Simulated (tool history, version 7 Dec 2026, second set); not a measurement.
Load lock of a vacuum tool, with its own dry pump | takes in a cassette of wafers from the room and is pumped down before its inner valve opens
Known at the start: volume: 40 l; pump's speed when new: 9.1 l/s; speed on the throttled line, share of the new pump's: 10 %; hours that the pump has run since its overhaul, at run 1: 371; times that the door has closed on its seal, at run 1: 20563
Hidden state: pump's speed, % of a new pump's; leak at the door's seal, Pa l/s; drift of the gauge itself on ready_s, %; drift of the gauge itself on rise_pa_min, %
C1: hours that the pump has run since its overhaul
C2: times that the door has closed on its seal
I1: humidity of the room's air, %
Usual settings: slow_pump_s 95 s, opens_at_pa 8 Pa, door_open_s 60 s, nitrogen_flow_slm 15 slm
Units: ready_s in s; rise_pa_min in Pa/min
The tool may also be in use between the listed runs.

run 1 day=0.000 | slow_pump_s=95 opens_at_pa=8 door_open_s=60 nitrogen_flow_slm=15 | C1=371 C2=20563 | I1=44.5 | ready_s=128.0 rise_pa_min=0.142
run 2 day=4.058 | slow_pump_s=95 opens_at_pa=8 door_open_s=60 nitrogen_flow_slm=15 | C1=468 C2=20776 | I1=45.3 | ready_s=128.1 rise_pa_min=0.144
run 3 day=8.375 | slow_pump_s=95 opens_at_pa=8 door_open_s=48 nitrogen_flow_slm=15 | C1=572 C2=21002 | I1=49.1 | ready_s=127.9 rise_pa_min=0.143
run 4 day=14.396 | slow_pump_s=95 opens_at_pa=8 door_open_s=60 nitrogen_flow_slm=15 | C1=716 C2=21318 | I1=43.0 | ready_s=128.5 rise_pa_min=0.145
run 5 day=17.083 | slow_pump_s=95 opens_at_pa=8 door_open_s=60 nitrogen_flow_slm=15 | C1=781 C2=21459 | I1=44.1 | ready_s=128.1 rise_pa_min=0.144
run 6 day=20.175 | slow_pump_s=95 opens_at_pa=8 door_open_s=60 nitrogen_flow_slm=15 | C1=855 C2=21621 | I1=47.5 | ready_s=128.7 rise_pa_min=0.156
run 7 day=24.996 | slow_pump_s=95 opens_at_pa=8 door_open_s=60 nitrogen_flow_slm=15 | C1=971 C2=21874 | I1=48.0 | ready_s=128.2 rise_pa_min=0.150
run 8 day=31.246 | slow_pump_s=95 opens_at_pa=8 door_open_s=60 nitrogen_flow_slm=15 | C1=1121 C2=22202 | I1=43.7 | ready_s=128.8 rise_pa_min=0.157
run 9 day=37.342 | slow_pump_s=95 opens_at_pa=8 door_open_s=60 nitrogen_flow_slm=15 | C1=1267 C2=22521 | I1=44.3 | ready_s=128.6 rise_pa_min=0.158
run 10 day=41.042 | slow_pump_s=95 opens_at_pa=8 door_open_s=60 nitrogen_flow_slm=15 | C1=1356 C2=22715 | I1=46.4 | ready_s=128.7 rise_pa_min=0.162
run 11 day=45.212 | slow_pump_s=95 opens_at_pa=8 door_open_s=60 nitrogen_flow_slm=15 | C1=1456 C2=22934 | I1=47.1 | ready_s=129.0 rise_pa_min=0.157
run 12 day=51.579 | slow_pump_s=95 opens_at_pa=8 door_open_s=60 nitrogen_flow_slm=15 | C1=1609 C2=23268 | I1=46.6 | ready_s=128.4 rise_pa_min=0.171
run 13 day=56.562 | slow_pump_s=95 opens_at_pa=8 door_open_s=60 nitrogen_flow_slm=15 | C1=1728 C2=23529 | I1=41.4 | ready_s=128.9 rise_pa_min=0.164
run 14 day=60.112 | slow_pump_s=95 opens_at_pa=8 door_open_s=60 nitrogen_flow_slm=15 | C1=1813 C2=23715 | I1=43.6 | ready_s=128.3 rise_pa_min=0.163
run 15 day=63.608 | slow_pump_s=95 opens_at_pa=8 door_open_s=60 nitrogen_flow_slm=15 | C1=1897 C2=23898 | I1=43.3 | ready_s=128.9 rise_pa_min=0.168
run 16 day=68.771 | slow_pump_s=95 opens_at_pa=8 door_open_s=60 nitrogen_flow_slm=15 | C1=2021 C2=24169 | I1=41.2 | ready_s=128.6 rise_pa_min=0.170
run 17 day=72.208 | slow_pump_s=95 opens_at_pa=8 door_open_s=60 nitrogen_flow_slm=15 | C1=2104 C2=24349 | I1=45.1 | ready_s=128.6 rise_pa_min=0.176
run 18 day=75.954 | slow_pump_s=95 opens_at_pa=8 door_open_s=60 nitrogen_flow_slm=15 | C1=2194 C2=24546 | I1=48.0 | ready_s=128.6 rise_pa_min=0.174
run 19 day=81.246 | slow_pump_s=95 opens_at_pa=8 door_open_s=60 nitrogen_flow_slm=15 | C1=2321 C2=24823 | I1=46.4 | ready_s=129.0 rise_pa_min=0.179
run 20 day=83.933 | slow_pump_s=54 opens_at_pa=8 door_open_s=60 nitrogen_flow_slm=5 | C1=2385 C2=24964 | I1=46.3 | ready_s=92.1 rise_pa_min=0.192
run 21 day=88.025 | slow_pump_s=54 opens_at_pa=8 door_open_s=60 nitrogen_flow_slm=5 | C1=2483 C2=25179 | I1=46.0 | ready_s=91.8 rise_pa_min=0.196
run 22 day=90.917 | slow_pump_s=95 opens_at_pa=12 door_open_s=60 nitrogen_flow_slm=34 | C1=2553 C2=25330 | I1=43.3 | ready_s=127.4 rise_pa_min=0.176
-- day=96.238 door's seal changed, seat wiped
run 23 day=96.238 | slow_pump_s=95 opens_at_pa=12 door_open_s=60 nitrogen_flow_slm=34 | C1=2679 C2=0 | I1=43.1 | ready_s=127.0 rise_pa_min=0.023
run 24 day=101.479 | slow_pump_s=95 opens_at_pa=12 door_open_s=60 nitrogen_flow_slm=34 | C1=2805 C2=275 | I1=43.2 | ready_s=126.8 rise_pa_min=0.028
run 25 day=106.658 | slow_pump_s=95 opens_at_pa=12 door_open_s=60 nitrogen_flow_slm=34 | C1=2929 C2=546 | I1=45.3 | ready_s=126.7 rise_pa_min=0.029
run 26 day=109.479 | slow_pump_s=84 opens_at_pa=8 door_open_s=187 nitrogen_flow_slm=8 | C1=2997 C2=694 | I1=43.4 | ready_s=119.5 rise_pa_min=0.064
run 27 day=115.192 | slow_pump_s=71 opens_at_pa=8 door_open_s=187 nitrogen_flow_slm=20 | C1=3134 C2=994 | I1=46.4 | ready_s=107.6 rise_pa_min=0.047
run 28 day=118.067 | slow_pump_s=150 opens_at_pa=8 door_open_s=121 nitrogen_flow_slm=20 | C1=3203 C2=1144 | I1=47.4 | ready_s=178.3 rise_pa_min=0.044
run 29 day=121.429 | slow_pump_s=103 opens_at_pa=8 door_open_s=60 nitrogen_flow_slm=15 | C1=3284 C2=1321 | I1=43.6 | ready_s=136.1 rise_pa_min=0.034
run 30 day=125.958 | slow_pump_s=103 opens_at_pa=12 door_open_s=60 nitrogen_flow_slm=33 | C1=3392 C2=1558 | I1=46.9 | ready_s=134.7 rise_pa_min=0.027
run 31 day=131.025 | slow_pump_s=95 opens_at_pa=12 door_open_s=60 nitrogen_flow_slm=15 | C1=3514 C2=1824 | I1=42.6 | ready_s=126.1 rise_pa_min=0.037
run 32 day=136.992 | slow_pump_s=95 opens_at_pa=12 door_open_s=60 nitrogen_flow_slm=15 | C1=3657 C2=2137 | I1=44.4 | ready_s=127.0 rise_pa_min=0.038
run 33 day=143.262 | slow_pump_s=95 opens_at_pa=12 door_open_s=60 nitrogen_flow_slm=15 | C1=3808 C2=2465 | I1=44.4 | ready_s=127.0 rise_pa_min=0.043
run 34 day=148.367 | slow_pump_s=89 opens_at_pa=12 door_open_s=69 nitrogen_flow_slm=10 | C1=3930 C2=2733 | I1=43.8 | ready_s=121.9 rise_pa_min=0.049
run 35 day=151.621 | slow_pump_s=153 opens_at_pa=8 door_open_s=54 nitrogen_flow_slm=9 | C1=4008 C2=2904 | I1=45.9 | ready_s=180.5 rise_pa_min=0.045
run 36 day=154.738 | slow_pump_s=73 opens_at_pa=8 door_open_s=60 nitrogen_flow_slm=15 | C1=4083 C2=3067 | I1=44.1 | ready_s=109.5 rise_pa_min=0.034
run 37 day=160.954 | slow_pump_s=73 opens_at_pa=8 door_open_s=111 nitrogen_flow_slm=15 | C1=4232 C2=3393 | I1=46.6 | ready_s=109.3 rise_pa_min=0.049
run 38 day=163.883 | slow_pump_s=73 opens_at_pa=8 door_open_s=111 nitrogen_flow_slm=15 | C1=4302 C2=3547 | I1=43.8 | ready_s=109.1 rise_pa_min=0.048

The same runs without the tool's hidden state, with the same run-to-run variation:
run=1 ready_s=127.3 rise_pa_min=0.035
run=2 ready_s=127.3 rise_pa_min=0.034
run=3 ready_s=127.2 rise_pa_min=0.033
run=4 ready_s=127.7 rise_pa_min=0.033
run=5 ready_s=127.3 rise_pa_min=0.031
run=6 ready_s=127.9 rise_pa_min=0.040
run=7 ready_s=127.3 rise_pa_min=0.033
run=8 ready_s=127.9 rise_pa_min=0.035
run=9 ready_s=127.7 rise_pa_min=0.035
run=10 ready_s=127.8 rise_pa_min=0.035
run=11 ready_s=128.1 rise_pa_min=0.031
run=12 ready_s=127.5 rise_pa_min=0.036
run=13 ready_s=127.9 rise_pa_min=0.030
run=14 ready_s=127.3 rise_pa_min=0.028
run=15 ready_s=127.9 rise_pa_min=0.031
run=16 ready_s=127.5 rise_pa_min=0.030
run=17 ready_s=127.5 rise_pa_min=0.032
run=18 ready_s=127.5 rise_pa_min=0.032
run=19 ready_s=127.9 rise_pa_min=0.034
run=20 ready_s=90.8 rise_pa_min=0.042
run=21 ready_s=90.5 rise_pa_min=0.045
run=22 ready_s=126.3 rise_pa_min=0.025
run=23 ready_s=125.9 rise_pa_min=0.023
run=24 ready_s=125.7 rise_pa_min=0.027
run=25 ready_s=125.6 rise_pa_min=0.028
run=26 ready_s=118.2 rise_pa_min=0.062
run=27 ready_s=106.2 rise_pa_min=0.044
run=28 ready_s=177.1 rise_pa_min=0.041
run=29 ready_s=134.8 rise_pa_min=0.032
run=30 ready_s=133.5 rise_pa_min=0.023
run=31 ready_s=124.9 rise_pa_min=0.033
run=32 ready_s=125.7 rise_pa_min=0.033
run=33 ready_s=125.7 rise_pa_min=0.037
run=34 ready_s=120.5 rise_pa_min=0.042
run=35 ready_s=179.3 rise_pa_min=0.039
run=36 ready_s=107.9 rise_pa_min=0.027
run=37 ready_s=107.6 rise_pa_min=0.041
run=38 ready_s=107.5 rise_pa_min=0.040
